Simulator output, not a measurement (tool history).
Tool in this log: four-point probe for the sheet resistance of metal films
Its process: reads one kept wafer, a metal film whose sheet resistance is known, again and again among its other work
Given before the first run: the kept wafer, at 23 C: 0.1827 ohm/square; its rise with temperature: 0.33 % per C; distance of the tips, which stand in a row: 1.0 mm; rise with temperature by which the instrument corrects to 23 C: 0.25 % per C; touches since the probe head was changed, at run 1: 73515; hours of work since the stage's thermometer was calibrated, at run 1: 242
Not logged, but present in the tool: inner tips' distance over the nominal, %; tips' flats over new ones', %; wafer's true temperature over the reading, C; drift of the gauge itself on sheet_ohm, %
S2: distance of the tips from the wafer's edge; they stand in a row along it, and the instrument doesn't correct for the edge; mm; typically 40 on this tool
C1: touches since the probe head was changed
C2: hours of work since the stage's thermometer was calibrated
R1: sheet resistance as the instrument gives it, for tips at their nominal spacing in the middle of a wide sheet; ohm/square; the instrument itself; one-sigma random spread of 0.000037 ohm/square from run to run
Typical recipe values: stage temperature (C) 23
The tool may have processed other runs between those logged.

Run 1, hour 0.0: usual settings; C1 73515; C2 242. Result: R1 0.182013 ohm/square.
Run 2, hour 26.0: usual settings; C1 74462; C2 256. Result: R1 0.182010 ohm/square.
Run 3, hour 76.4: usual settings; C1 76300; C2 284. Result: R1 0.181971 ohm/square.
Run 4, hour 123.9: usual settings; C1 78035; C2 310. Result: R1 0.181933 ohm/square.
Run 5, hour 153.0: usual settings; C1 79095; C2 325. Result: R1 0.181890 ohm/square.
Run 6, hour 182.6: usual settings but S2 41 mm; C1 80176; C2 342. Result: R1 0.181878 ohm/square.
Run 7, hour 231.0: usual settings but S2 41 mm; C1 81941; C2 368. Result: R1 0.181908 ohm/square.
Run 8, hour 263.1: usual settings but stage temperature (C) 20; C1 83114; C2 386. Result: R1 0.181444 ohm/square.
Run 9, hour 313.8: usual settings but stage temperature (C) 22; C1 84964; C2 413. Result: R1 0.181639 ohm/square.
Run 10, hour 349.5: usual settings but stage temperature (C) 22; C1 86265; C2 433. Result: R1 0.181702 ohm/square.
Run 11, hour 385.6: usual settings but stage temperature (C) 22; C1 87580; C2 453. Result: R1 0.181679 ohm/square.
Run 12, hour 409.7: usual settings but stage temperature (C) 22; C1 88460; C2 466. Result: R1 0.181674 ohm/square.
Run 13, hour 439.2: usual settings; C1 89539; C2 482. Result: R1 0.181781 ohm/square.
Run 14, hour 469.8: usual settings; C1 90654; C2 499. Result: R1 0.181775 ohm/square.
Run 15, hour 493.2: usual settings but S2 18 mm; C1 91506; C2 511. Result: R1 0.181973 ohm/square.
Run 16, hour 520.4: usual settings but S2 18 mm; C1 92499; C2 526. Result: R1 0.182021 ohm/square.
Run 17, hour 547.6: usual settings but S2 18 mm; C1 93490; C2 541. Result: R1 0.182021 ohm/square.
Run 18, hour 580.5: usual settings but stage temperature (C) 19, S2 28 mm; C1 94692; C2 559. Result: R1 0.181188 ohm/square.
Run 19, hour 629.0: usual settings but stage temperature (C) 27, S2 5 mm; C1 96461; C2 586. Result: R1 0.186101 ohm/square.
Run 20, hour 660.3: usual settings but stage temperature (C) 27, S2 38 mm; C1 97603; C2 603. Result: R1 0.182253 ohm/square.
At hour 663.4: stage's thermometer calibrated.
Run 21, hour 695.4: usual settings but stage temperature (C) 27, S2 38 mm; C1 98867; C2 18. Result: R1 0.182196 ohm/square.
Run 22, hour 716.9: usual settings but stage temperature (C) 29, S2 22 mm; C1 99650; C2 29. Result: R1 0.182678 ohm/square.
Run 23, hour 762.2: usual settings but stage temperature (C) 31, S2 4 mm; C1 101301; C2 54. Result: R1 0.188632 ohm/square.
Run 24, hour 809.5: usual settings but stage temperature (C) 31, S2 4 mm; C1 103028; C2 80. Result: R1 0.188617 ohm/square.
Run 25, hour 836.0: usual settings but stage temperature (C) 31, S2 4 mm; C1 103993; C2 94. Result: R1 0.188607 ohm/square.
At hour 857.1: stage's thermometer calibrated, once more.
Run 26, hour 886.5: usual settings but stage temperature (C) 31, S2 66 mm; C1 105820; C2 16. Result: R1 0.182724 ohm/square.
Run 27, hour 914.0: usual settings but stage temperature (C) 31, S2 66 mm; C1 106824; C2 31. Result: R1 0.182772 ohm/square.
Run 28, hour 962.2: usual settings but stage temperature (C) 19, S2 66 mm; C1 108581; C2 57. Result: R1 0.181027 ohm/square.
Run 29, hour 997.4: usual settings but stage temperature (C) 27, S2 11 mm; C1 109865; C2 77. Result: R1 0.182964 ohm/square.
Run 30, hour 1039.8: usual settings but S2 55 mm; C1 111413; C2 100. Result: R1 0.181610 ohm/square.

Run 31 has not been measured yet. What should we expect?
Run 31, hour 1088.8: usual settings but stage temperature (C) 27, S2 3 mm; C1 113198; C2 127. Result: R1 ?.

R1: 0.192279 ohm/square
Had the tool carried no hidden state, the very same run would have given R1 0.193507 ohm/square.

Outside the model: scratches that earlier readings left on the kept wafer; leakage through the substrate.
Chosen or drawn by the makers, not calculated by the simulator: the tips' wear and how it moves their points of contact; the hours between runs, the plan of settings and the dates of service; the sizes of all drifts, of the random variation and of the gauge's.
